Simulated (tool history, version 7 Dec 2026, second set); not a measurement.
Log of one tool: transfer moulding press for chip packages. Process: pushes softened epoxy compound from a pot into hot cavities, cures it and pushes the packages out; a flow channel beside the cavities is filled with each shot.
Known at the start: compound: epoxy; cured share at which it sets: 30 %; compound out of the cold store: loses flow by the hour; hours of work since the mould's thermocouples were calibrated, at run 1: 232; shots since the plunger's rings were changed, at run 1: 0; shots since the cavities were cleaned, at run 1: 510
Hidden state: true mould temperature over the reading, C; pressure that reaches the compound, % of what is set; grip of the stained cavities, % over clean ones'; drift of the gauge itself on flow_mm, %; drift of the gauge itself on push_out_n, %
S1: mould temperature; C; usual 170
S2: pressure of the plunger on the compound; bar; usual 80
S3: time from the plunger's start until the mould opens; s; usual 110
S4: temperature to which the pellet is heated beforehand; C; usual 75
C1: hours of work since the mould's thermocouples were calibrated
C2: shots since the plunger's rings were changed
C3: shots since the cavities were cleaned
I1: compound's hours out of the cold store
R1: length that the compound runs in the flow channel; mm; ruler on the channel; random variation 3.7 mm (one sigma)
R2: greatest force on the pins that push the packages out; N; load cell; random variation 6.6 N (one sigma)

run     day   S1    S2   S3  S4   C1    C2   C3    I1   R1    R2
  1       0  170    80  110  75  232     0  510   9.2  647   444
  2   0.658  170    80  110  75  240   152  662  26.8  617   456
  3   1.275  170    80  110  75  249   294  804   9.4  639   511
        1.5  -- cavities cleaned with cleaning compound and waxed
  4   1.988  170    80  110  75  257   444  112  38.9  594   304
  5   2.688  170    80  110  75  267   606  274  43.2  580   352
  6   3.238  170    80  110  75  274   732  400    27  604   415
  7   4.096  170    80  110  76  285   930  598  27.4  608   449
  8   4.933  170    80  110  76  296  1123  791  44.6  586   474
      5.208  -- cavities cleaned with cleaning compound and waxed
  9   5.804  177    80  110  76  307  1309  137  28.4  588   236
 10   6.492  170    80  110  75  316  1467  295  11.5  633   381
 11   7.221  170    80  110  75  326  1636  464  21.2  606   423
 12   7.817  170    80  110  75  334  1773  601     8  630   465
      8.908  -- cavities cleaned with cleaning compound and waxed
 13   8.917  170    80  110  75  347  2012    1    21  607   255
 14     9.7  170    80  110  75  358  2192  181  27.6  589   337
 15  10.342  175  61.1  110  75  366  2341  330    44  494   282
 16    11.3  175  61.1  110  75  379  2561  550  47.4  481   332
 17  11.767  171  61.1  110  75  385  2669  658  27.7  507   418
     11.925  -- mould's thermocouples calibrated
     12.667  -- cavities cleaned with cleaning compound and waxed
 18  12.879  171  61.1  110  75   12  2891   48  10.6  541   251
 19  13.496  171  86.5  110  65   20  3034  191    37  597   298
     14.117  -- mould's thermocouples calibrated, once more
 20  14.238  171  86.5  110  65    2  3185  342  12.8  630   399
 21  15.121  170    80  110  73   13  3389  546  37.8  573   446
 22  15.733  175  73.6  124  72   21  3530  687  41.6  528   313
     16.212  -- plunger's sealing rings changed
 23  16.296  175  73.6  124  72   27    19  793  36.3  561   326
     16.546  -- cavities cleaned with cleaning compound and waxed
 24  17.067  175  90.5  101  72   37   183  121    39  628   289
 25  17.992  165    80   96  75   49   395  333  16.3  644   796
 26  18.629  165    80   96  75   58   543  481  34.7  618   872
 27  19.125  165  62.1   96  75   64   657  595  41.4  530   883
 28   19.75  165  62.1   96  75   72   801  739  10.7  572  1024

Forecast each of these 3 alternatives for the next run:
     20.225  -- cavities cleaned with cleaning compound and waxed
  A  20.842  171    80  110  75  86  1038  142  10.2   ?   ?
     20.225  -- cavities cleaned with cleaning compound and waxed
  B  20.842  165  62.1   96  70  86  1038  142   8.4   ?   ?
     20.225  -- cavities cleaned with cleaning compound and waxed
  C  20.842  165    80  110  74  86  1038  142  35.5   ?   ?

run   R1   R2
  A  624  328
  B  572  683
  C  613  492
Without the tool's hidden state the same runs would have given:
run   R1   R2
  A  635  260
  B  582  540
  C  624  391
